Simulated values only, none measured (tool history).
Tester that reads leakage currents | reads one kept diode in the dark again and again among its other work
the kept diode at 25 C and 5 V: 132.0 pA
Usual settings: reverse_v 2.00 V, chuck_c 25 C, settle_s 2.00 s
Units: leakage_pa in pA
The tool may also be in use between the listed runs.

| run | hour | reverse_v | chuck_c | settle_s | leakage_pa |
|---|---|---|---|---|---|
| 1 | 0.0 | 2.00 | 25 | 2.00 | 92.06 |
| 2 | 71.3 | 2.00 | 25 | 2.09 | 91.83 |
| 3 | 138.5 | 2.00 | 25 | 2.09 | 92.17 |
| 4 | 233.2 | 2.00 | 25 | 2.09 | 91.76 |
| 5 | 302.6 | 2.00 | 25 | 2.09 | 91.11 |
| 6 | 367.5 | 2.00 | 25 | 2.09 | 91.22 |
|  | 458.5 | chuck's temperature calibrated |
| 7 | 480.2 | 2.00 | 25 | 2.09 | 96.33 |
| 8 | 578.1 | 2.00 | 25 | 2.09 | 95.36 |
| 9 | 668.3 | 1.39 | 25 | 2.00 | 84.19 |
| 10 | 754.0 | 1.39 | 25 | 2.00 | 83.88 |
| 11 | 837.2 | 1.39 | 25 | 2.00 | 83.43 |
| 12 | 894.0 | 1.39 | 25 | 2.00 | 83.45 |
| 13 | 971.5 | 1.39 | 25 | 2.00 | 83.06 |
| 14 | 1069.3 | 2.00 | 25 | 1.67 | 93.82 |
| 15 | 1190.0 | 2.00 | 25 | 1.67 | 93.16 |
| 16 | 1240.2 | 2.00 | 25 | 1.67 | 92.90 |
| 17 | 1338.4 | 2.00 | 25 | 1.67 | 92.58 |
|  | 1388.4 | probe card cleaned and baked |
| 18 | 1462.2 | 2.00 | 25 | 1.67 | 92.12 |
| 19 | 1583.8 | 2.00 | 25 | 1.67 | 91.61 |
| 20 | 1649.9 | 2.78 | 25 | 2.00 | 102.00 |
| 21 | 1713.2 | 2.78 | 25 | 2.00 | 101.79 |
| 22 | 1794.1 | 14.47 | 22 | 2.00 | 145.47 |
|  | 1840.7 | probe card cleaned and baked, once more |
| 23 | 1847.2 | 14.47 | 22 | 2.00 | 131.57 |
|  | 1915.3 | chuck's temperature calibrated |
| 24 | 1920.9 | 2.78 | 22 | 5.77 | 81.05 |
| 25 | 2020.2 | 2.00 | 55 | 4.46 | 1092.39 |
| 26 | 2070.3 | 2.00 | 55 | 4.46 | 1088.49 |
| 27 | 2175.6 | 14.15 | 52 | 2.00 | 1650.78 |
| 28 | 2240.0 | 2.00 | 23 | 5.38 | 78.11 |
| 29 | 2291.0 | 7.71 | 25 | 4.63 | 147.26 |
| 30 | 2351.0 | 7.71 | 35 | 1.10 | 347.41 |
| 31 | 2443.2 | 2.05 | 37 | 1.44 | 263.47 |
| 32 | 2503.9 | 2.00 | 55 | 1.92 | 1064.62 |
| 33 | 2586.9 | 2.00 | 55 | 1.92 | 1058.75 |
| 34 | 2703.1 | 3.81 | 26 | 2.16 | 125.23 |
|  | 2748.5 | tester calibrated |
| 35 | 2786.5 | 8.29 | 52 | 4.15 | 1379.86 |
| 36 | 2873.4 | 6.26 | 25 | 1.72 | 138.77 |
| 37 | 2986.2 | 9.05 | 25 | 0.51 | 162.64 |
| 38 | 3046.4 | 15.48 | 56 | 2.00 | 2269.45 |
| 39 | 3104.8 | 15.48 | 56 | 2.88 | 2269.23 |

Forecast each of these 3 alternatives for the next run:
| A | 3207.2 | 15.48 | 49 | 0.40 | ? |
| B | 3207.2 | 2.16 | 25 | 2.00 | ? |
| C | 3207.2 | 1.13 | 36 | 5.84 | ? |

| run | leakage_pa |
|---|---|
| A | 1348.57 |
| B | 94.49 |
| C | 197.27 |
Without the tool's hidden state the same runs would have given:
| run | leakage_pa |
|---|---|
| A | 1425.54 |
| B | 100.40 |
| C | 210.22 |
